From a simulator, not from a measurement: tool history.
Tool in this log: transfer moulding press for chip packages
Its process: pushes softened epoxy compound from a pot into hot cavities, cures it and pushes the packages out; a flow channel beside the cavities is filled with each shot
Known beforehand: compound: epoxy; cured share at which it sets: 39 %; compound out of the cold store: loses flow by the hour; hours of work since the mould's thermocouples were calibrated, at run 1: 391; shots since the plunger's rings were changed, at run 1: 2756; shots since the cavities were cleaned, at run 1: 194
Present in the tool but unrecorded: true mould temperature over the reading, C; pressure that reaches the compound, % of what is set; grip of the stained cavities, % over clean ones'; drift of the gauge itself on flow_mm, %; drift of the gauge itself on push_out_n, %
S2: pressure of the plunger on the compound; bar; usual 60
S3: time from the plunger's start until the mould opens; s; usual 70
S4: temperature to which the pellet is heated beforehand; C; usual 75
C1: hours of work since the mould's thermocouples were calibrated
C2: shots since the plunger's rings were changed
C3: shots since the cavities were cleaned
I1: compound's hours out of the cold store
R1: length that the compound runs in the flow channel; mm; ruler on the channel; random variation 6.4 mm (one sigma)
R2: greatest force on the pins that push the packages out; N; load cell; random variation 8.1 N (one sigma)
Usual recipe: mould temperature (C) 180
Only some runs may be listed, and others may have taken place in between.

{"run": 1, "day": 0.0, "mould temperature (C)": 180, "S2": 60, "S3": 70, "S4": 75, "C1": 391, "C2": 2756, "C3": 194, "I1": 10.1, "R1": 1044, "R2": 368}
{"run": 2, "day": 0.683, "mould temperature (C)": 180, "S2": 60, "S3": 70, "S4": 75, "C1": 401, "C2": 2975, "C3": 413, "I1": 33.9, "R1": 972, "R2": 348}
{"day": 1.5, "done": "cavities cleaned with cleaning compound and waxed"}
{"run": 3, "day": 1.938, "mould temperature (C)": 180, "S2": 60, "S3": 70, "S4": 75, "C1": 419, "C2": 3359, "C3": 141, "I1": 45.1, "R1": 951, "R2": 351}
{"day": 3.579, "done": "cavities cleaned with cleaning compound and waxed"}
{"run": 4, "day": 3.579, "mould temperature (C)": 180, "S2": 53.7, "S3": 70, "S4": 75, "C1": 442, "C2": 3866, "C3": 1, "I1": 34.3, "R1": 926, "R2": 342}
{"run": 5, "day": 4.504, "mould temperature (C)": 180, "S2": 60, "S3": 70, "S4": 75, "C1": 456, "C2": 4163, "C3": 298, "I1": 46.7, "R1": 941, "R2": 334}
{"run": 6, "day": 5.533, "mould temperature (C)": 180, "S2": 60, "S3": 70, "S4": 75, "C1": 471, "C2": 4494, "C3": 629, "I1": 25.3, "R1": 988, "R2": 367}
{"day": 5.688, "done": "cavities cleaned with cleaning compound and waxed"}
{"run": 7, "day": 6.892, "mould temperature (C)": 180, "S2": 58.1, "S3": 70, "S4": 75, "C1": 491, "C2": 4910, "C3": 387, "I1": 37.9, "R1": 954, "R2": 358}
{"day": 7.792, "done": "cavities cleaned with cleaning compound and waxed"}
{"run": 8, "day": 7.95, "mould temperature (C)": 180, "S2": 58.1, "S3": 70, "S4": 75, "C1": 506, "C2": 5229, "C3": 50, "I1": 9.4, "R1": 1025, "R2": 386}
{"run": 9, "day": 9.517, "mould temperature (C)": 180, "S2": 58.1, "S3": 70, "S4": 84, "C1": 529, "C2": 5732, "C3": 553, "I1": 24.2, "R1": 973, "R2": 349}
{"day": 9.858, "done": "cavities cleaned with cleaning compound and waxed"}
{"day": 10.179, "done": "plunger's sealing rings changed"}
{"run": 10, "day": 10.983, "mould temperature (C)": 180, "S2": 58.1, "S3": 70, "S4": 84, "C1": 548, "C2": 258, "C3": 328, "I1": 16.2, "R1": 1002, "R2": 367}
{"run": 11, "day": 11.775, "mould temperature (C)": 180, "S2": 60, "S3": 70, "S4": 75, "C1": 560, "C2": 512, "C3": 582, "I1": 25.3, "R1": 1001, "R2": 368}
{"day": 12.071, "done": "cavities cleaned with cleaning compound and waxed"}
{"run": 12, "day": 13.221, "mould temperature (C)": 180, "S2": 60, "S3": 70, "S4": 75, "C1": 581, "C2": 956, "C3": 369, "I1": 28.2, "R1": 998, "R2": 365}
{"day": 14.188, "done": "cavities cleaned with cleaning compound and waxed"}
{"run": 13, "day": 14.408, "mould temperature (C)": 179, "S2": 60, "S3": 70, "S4": 75, "C1": 598, "C2": 1317, "C3": 71, "I1": 32.1, "R1": 991, "R2": 372}
{"run": 14, "day": 15.654, "mould temperature (C)": 179, "S2": 60, "S3": 70, "S4": 75, "C1": 616, "C2": 1718, "C3": 472, "I1": 44.1, "R1": 959, "R2": 379}
{"day": 16.379, "done": "cavities cleaned with cleaning compound and waxed"}
{"run": 15, "day": 16.942, "mould temperature (C)": 179, "S2": 60, "S3": 105, "S4": 73, "C1": 635, "C2": 2112, "C3": 181, "I1": 28.2, "R1": 997, "R2": 227}
{"day": 18.483, "done": "cavities cleaned with cleaning compound and waxed"}
{"run": 16, "day": 18.5, "mould temperature (C)": 179, "S2": 60, "S3": 105, "S4": 73, "C1": 657, "C2": 2591, "C3": 5, "I1": 44.2, "R1": 956, "R2": 241}
{"run": 17, "day": 19.496, "mould temperature (C)": 180, "S2": 68.4, "S3": 70, "S4": 66, "C1": 672, "C2": 2912, "C3": 326, "I1": 35.7, "R1": 1037, "R2": 370}
{"run": 18, "day": 20.292, "mould temperature (C)": 184, "S2": 46.3, "S3": 77, "S4": 83, "C1": 684, "C2": 3167, "C3": 581, "I1": 46, "R1": 817, "R2": 252}
{"day": 20.608, "done": "cavities cleaned with cleaning compound and waxed"}
{"run": 19, "day": 21.838, "mould temperature (C)": 183, "S2": 45.2, "S3": 72, "S4": 84, "C1": 706, "C2": 3644, "C3": 395, "I1": 8.6, "R1": 885, "R2": 299}
{"day": 22.767, "done": "cavities cleaned with cleaning compound and waxed"}
{"run": 20, "day": 23.0, "mould temperature (C)": 177, "S2": 60, "S3": 70, "S4": 82, "C1": 722, "C2": 3997, "C3": 74, "I1": 14.3, "R1": 1043, "R2": 453}
{"run": 21, "day": 24.146, "mould temperature (C)": 177, "S2": 60, "S3": 70, "S4": 82, "C1": 739, "C2": 4365, "C3": 442, "I1": 47.1, "R1": 953, "R2": 409}
{"day": 24.921, "done": "cavities cleaned with cleaning compound and waxed"}
{"run": 22, "day": 25.246, "mould temperature (C)": 173, "S2": 60, "S3": 70, "S4": 75, "C1": 755, "C2": 4698, "C3": 104, "I1": 24.7, "R1": 1031, "R2": 595}
{"run": 23, "day": 25.942, "mould temperature (C)": 180, "S2": 73.3, "S3": 70, "S4": 75, "C1": 765, "C2": 4923, "C3": 329, "I1": 22.2, "R1": 1118, "R2": 368}
{"day": 27.025, "done": "cavities cleaned with cleaning compound and waxed"}
{"run": 24, "day": 27.45, "mould temperature (C)": 173, "S2": 60, "S3": 108, "S4": 66, "C1": 787, "C2": 5386, "C3": 135, "I1": 32.3, "R1": 1022, "R2": 260}
{"run": 25, "day": 28.554, "mould temperature (C)": 174, "S2": 65.5, "S3": 108, "S4": 67, "C1": 803, "C2": 5742, "C3": 491, "I1": 34.9, "R1": 1051, "R2": 242}
{"day": 29.112, "done": "plunger's sealing rings changed"}
{"day": 29.254, "done": "cavities cleaned with cleaning compound and waxed"}
{"run": 26, "day": 29.608, "mould temperature (C)": 174, "S2": 65.5, "S3": 76, "S4": 67, "C1": 817, "C2": 139, "C3": 114, "I1": 35.9, "R1": 1040, "R2": 457}
{"run": 27, "day": 30.579, "mould temperature (C)": 180, "S2": 60, "S3": 61, "S4": 70, "C1": 831, "C2": 451, "C3": 426, "I1": 40.4, "R1": 970, "R2": 502}
{"day": 31.433, "done": "cavities cleaned with cleaning compound and waxed"}
{"day": 31.646, "done": "mould's thermocouples calibrated"}
{"run": 28, "day": 31.654, "mould temperature (C)": 181, "S2": 47.2, "S3": 96, "S4": 75, "C1": 0, "C2": 748, "C3": 43, "I1": 11, "R1": 920, "R2": 239}

Alternative continuations, all from the tool just after run 28; predict every row:
{"run": "A", "day": 32.917, "mould temperature (C)": 180, "S2": 51.8, "S3": 70, "S4": 75, "C1": 19, "C2": 1154, "C3": 449, "I1": 21, "R1": "?", "R2": "?"}
{"run": "B", "day": 32.917, "mould temperature (C)": 181, "S2": 73.5, "S3": 54, "S4": 75, "C1": 19, "C2": 1154, "C3": 449, "I1": 20.9, "R1": "?", "R2": "?"}
{"run": "C", "day": 32.917, "mould temperature (C)": 180, "S2": 60, "S3": 90, "S4": 75, "C1": 19, "C2": 1154, "C3": 449, "I1": 36.6, "R1": "?", "R2": "?"}
{"run": "D", "day": 32.917, "mould temperature (C)": 181, "S2": 47.9, "S3": 96, "S4": 79, "C1": 19, "C2": 1154, "C3": 449, "I1": 10.5, "R1": "?", "R2": "?"}

run=A R1=925 R2=372
run=B R1=1116 R2=686
run=C R1=965 R2=245
run=D R1=917 R2=239
What these runs would have given with no unlogged condition in the tool:
run=A R1=925 R2=369
run=B R1=1116 R2=681
run=C R1=966 R2=243
run=D R1=917 R2=238
